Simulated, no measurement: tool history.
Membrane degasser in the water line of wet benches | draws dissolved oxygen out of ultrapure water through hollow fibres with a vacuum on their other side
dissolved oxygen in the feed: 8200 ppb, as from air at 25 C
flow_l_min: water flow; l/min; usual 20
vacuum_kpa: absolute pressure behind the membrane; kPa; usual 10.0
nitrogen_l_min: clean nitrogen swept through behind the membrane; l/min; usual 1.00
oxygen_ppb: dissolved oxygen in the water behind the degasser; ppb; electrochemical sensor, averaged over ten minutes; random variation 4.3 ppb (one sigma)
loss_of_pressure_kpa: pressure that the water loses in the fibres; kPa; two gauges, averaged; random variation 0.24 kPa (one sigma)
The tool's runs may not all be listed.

run     day  flow_l_min  vacuum_kpa  nitrogen_l_min  oxygen_ppb  loss_of_pressure_kpa
  1   0.000          20        10.0            1.00       433.3                 63.34
  2   2.017          13        10.0            1.00       247.3                 40.83
  3   4.788          13        10.0            1.00       250.4                 40.87
  4   6.546          13        10.0            1.00       250.5                 41.20
  5   8.775          13        11.4            1.00       285.6                 40.70
  6  10.967          30        10.0            1.00       734.6                 94.87
  7  12.833          30        10.0            1.00       719.1                 94.86
  8  14.275          30        10.0            1.00       720.1                 94.70
  9  16.225          17         9.4            2.72       192.6                 53.67
 10  18.704          17         9.7            0.59       471.2                 53.70
 11  20.567          17         9.7            0.59       471.5                 53.63
 12  22.362          13        10.0            2.11       148.9                 41.08
 13  24.738          30        10.1            0.79       802.8                 95.06
 14  27.367          28        10.0            1.00       685.9                 88.12
 15  29.125          28        10.0            1.00       672.3                 89.00
 16  30.900          29        23.0            1.02      1319.8                 91.99

5 ways to go on from here, each from the tool as it stands after run 16. What would each give?
  A  32.950          26        10.0            1.21           ?                     ?
  B  32.950          22        19.8            0.47           ?                     ?
  C  32.950          31        10.0            0.64           ?                     ?
  D  32.950          32        13.0            0.73           ?                     ?
  E  32.950          19        16.8            1.02           ?                     ?

run  oxygen_ppb  loss_of_pressure_kpa
  A       560.1                 82.06
  B      1442.8                 69.36
  C       930.5                 97.32
  D      1107.7                101.35
  E       663.5                 60.36
Without the tool's hidden state the same runs would have given:
run  oxygen_ppb  loss_of_pressure_kpa
  A       546.0                 80.88
  B      1433.0                 68.36
  C       914.1                 95.92
  D      1091.3                 99.90
  E       652.6                 59.50

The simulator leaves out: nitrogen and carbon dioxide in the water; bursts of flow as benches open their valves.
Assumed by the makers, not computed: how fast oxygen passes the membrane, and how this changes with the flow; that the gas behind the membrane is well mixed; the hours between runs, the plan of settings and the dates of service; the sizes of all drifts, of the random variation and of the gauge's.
